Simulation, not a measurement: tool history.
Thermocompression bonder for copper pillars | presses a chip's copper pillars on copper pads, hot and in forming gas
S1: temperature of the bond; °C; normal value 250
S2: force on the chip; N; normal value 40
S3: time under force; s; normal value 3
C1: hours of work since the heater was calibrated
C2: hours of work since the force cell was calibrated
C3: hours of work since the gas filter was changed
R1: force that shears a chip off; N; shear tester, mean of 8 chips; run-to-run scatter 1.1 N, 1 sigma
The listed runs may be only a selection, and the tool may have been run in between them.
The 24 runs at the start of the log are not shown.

run	hour	S1	S2	S3	C1	C2	C3	R1
25	1305.2	254	35	3	586	467	110	97.1
26	1352.1	275	40	3	617	498	141	123.2
27	1393.7	256	40	2	644	525	168	99.4
28	1459.7	256	28	7	687	568	211	104.7
29	1535.5	250	47	3	736	617	260	111.8
30	1611.1	244	47	5	786	667	309	122.4
31	1660.4	250	29	3	818	699	342	77.2
32	1721.4	229	41	2	857	739	381	70.3
33	1759.4	229	41	2	882	763	406	73.2

Consider 3 possible next runs. They are alternatives, not a sequence: every one starts from the tool as it was left by run 33. What does each give?
# hour 1764.6: forming gas filter changed
A	1808.5	244	34	2	914	795	29	?
# hour 1764.6: forming gas filter changed
B	1808.5	244	40	3	914	795	29	?
# hour 1764.6: forming gas filter changed
C	1808.5	229	41	7	914	795	29	?

run	R1
A	77.1
B	98.3
C	110.8
With the hidden condition removed and each run's random variation left untouched, the same runs would have given:
run	R1
A	72.5
B	93.6
C	105.6
